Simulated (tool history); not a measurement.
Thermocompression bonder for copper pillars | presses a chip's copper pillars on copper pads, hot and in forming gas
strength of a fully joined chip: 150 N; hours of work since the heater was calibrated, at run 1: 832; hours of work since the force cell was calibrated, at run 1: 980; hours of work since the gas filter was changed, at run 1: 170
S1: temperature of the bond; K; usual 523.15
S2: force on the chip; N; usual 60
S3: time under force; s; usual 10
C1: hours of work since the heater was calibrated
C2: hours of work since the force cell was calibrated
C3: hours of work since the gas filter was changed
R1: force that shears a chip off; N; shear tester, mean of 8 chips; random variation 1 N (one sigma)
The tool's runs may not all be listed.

run,hour,S1,S2,S3,C1,C2,C3,R1
1,0,523.15,60,10,832,980,170,79.9
2,40.2,523.15,60,10,856,1004,193,80.5
3,57.8,523.15,60,10,866,1015,204,79
4,98.2,523.15,82,10,890,1039,228,98.1
5,121.6,500.15,82,10,904,1052,241,77.8
6,151.3,500.15,50,10,921,1070,259,53.8
7,183.8,500.15,50,10,940,1089,278,54.6
# hour 198.6: forming gas filter changed
8,205.9,500.15,50,10,953,1102,4,56.8
9,247.5,500.15,50,10,978,1126,29,56.3
10,277.9,500.15,50,10,996,1144,47,56.5
# hour 281.9: force cell calibrated
# hour 298.6: heater calibrated with a thermocouple chip
11,314.4,523.15,60,10,9,18,66,88.5
12,342.5,523.15,60,14,26,35,83,95.4
13,360.2,523.15,60,14,36,45,93,95.4
# hour 365: force cell calibrated, once more
14,394.8,523.15,60,10,56,18,113,89.8
15,413.5,521.15,60,10,67,29,124,87.8
16,433.2,549.15,46,20,79,40,136,110.3
17,466,523.15,81,26,98,60,155,129.7
18,495.5,532.15,81,8,115,77,172,104.5
19,524.4,534.15,41,8,132,94,190,69
20,556.6,534.15,41,8,152,113,209,68.9
21,591.8,528.15,41,8,172,134,229,66.1
22,628,523.15,87,9,194,155,251,106
23,663.6,523.15,87,9,215,176,272,104.3
# hour 690.8: forming gas filter changed
24,694.5,520.15,43,8,233,194,2,63
25,713.8,520.15,43,8,244,206,14,61.5
26,756.2,520.15,90,5,269,231,39,91.5
27,795.3,520.15,90,5,292,254,62,89.5

Forecast each of these 5 alternatives for the next run:
A,833.1,515.15,48,5,315,276,84,?
B,833.1,520.15,90,27,315,276,84,?
C,833.1,523.15,65,10,315,276,84,?
D,833.1,545.15,90,5,315,276,84,?
E,833.1,523.15,60,21,315,276,84,?

run,R1
A,54.5
B,129.4
C,93.5
D,106.7
E,107.4
Without the tool's hidden state the same runs would have given:
run,R1
A,57.1
B,132.3
C,96.8
D,109.9
E,110.7
